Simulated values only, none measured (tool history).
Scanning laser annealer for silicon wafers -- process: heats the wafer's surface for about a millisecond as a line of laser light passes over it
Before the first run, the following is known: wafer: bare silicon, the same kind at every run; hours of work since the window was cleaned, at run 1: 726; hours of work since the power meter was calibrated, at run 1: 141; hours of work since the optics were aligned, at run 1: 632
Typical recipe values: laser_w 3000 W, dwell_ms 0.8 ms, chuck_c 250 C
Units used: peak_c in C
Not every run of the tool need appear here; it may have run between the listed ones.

run    day  laser_w  dwell_ms  chuck_c  hours of work since the window was cleaned  hours of work since the power meter was calibrated  hours of work since the optics were aligned  peak_c
  1      0     3000       0.8      250                                         726                                                 141                                          632    1013
  2  0.279     2957       0.8      250                                         730                                                 145                                          635    1004
  3  0.658     3000       0.8      237                                         734                                                 149                                          640    1000
  4  0.904     3000       0.8      237                                         737                                                 152                                          643    1000
  5  1.229     3000       0.8      237                                         741                                                 156                                          647    1001
  6  1.388     3000       0.8      237                                         743                                                 158                                          649     996
     1.612  -- optics aligned, line set to its width
  7  1.971     3000       0.8      237                                         748                                                 163                                            4     992
  8  2.317     3000       0.8      237                                         752                                                 167                                            9     991
  9  2.554     3000     0.891      250                                         755                                                 170                                           11    1046
 10  2.771     3000     0.891      250                                         757                                                 172                                           14    1046
     3.029  -- optics aligned, line set to its width, once more
 11  3.304     3000     0.995      250                                         761                                                 176                                            3    1111
 12  3.554     3000     0.995      250                                         764                                                 179                                            6    1112
 13  3.783     2650     0.725      237                                         767                                                 182                                            9     896
 14  4.004     2556     0.924      215                                         770                                                 185                                           12     929

Forecast each of these 4 alternatives for the next run:
  A  4.329     2685     0.924      215                                         774                                                 189                                           16       ?
  B  4.329     2556     0.924      275                                         774                                                 189                                           16       ?
  C  4.329     2632      0.86      265                                         774                                                 189                                           16       ?
  D  4.329     2556     0.924      218                                         774                                                 189                                           16       ?

run  peak_c
  A     962
  B     990
  C     975
  D     932
Had the tool no hidden state, the same runs would have come out as:
run  peak_c
  A     992
  B    1018
  C    1002
  D     960
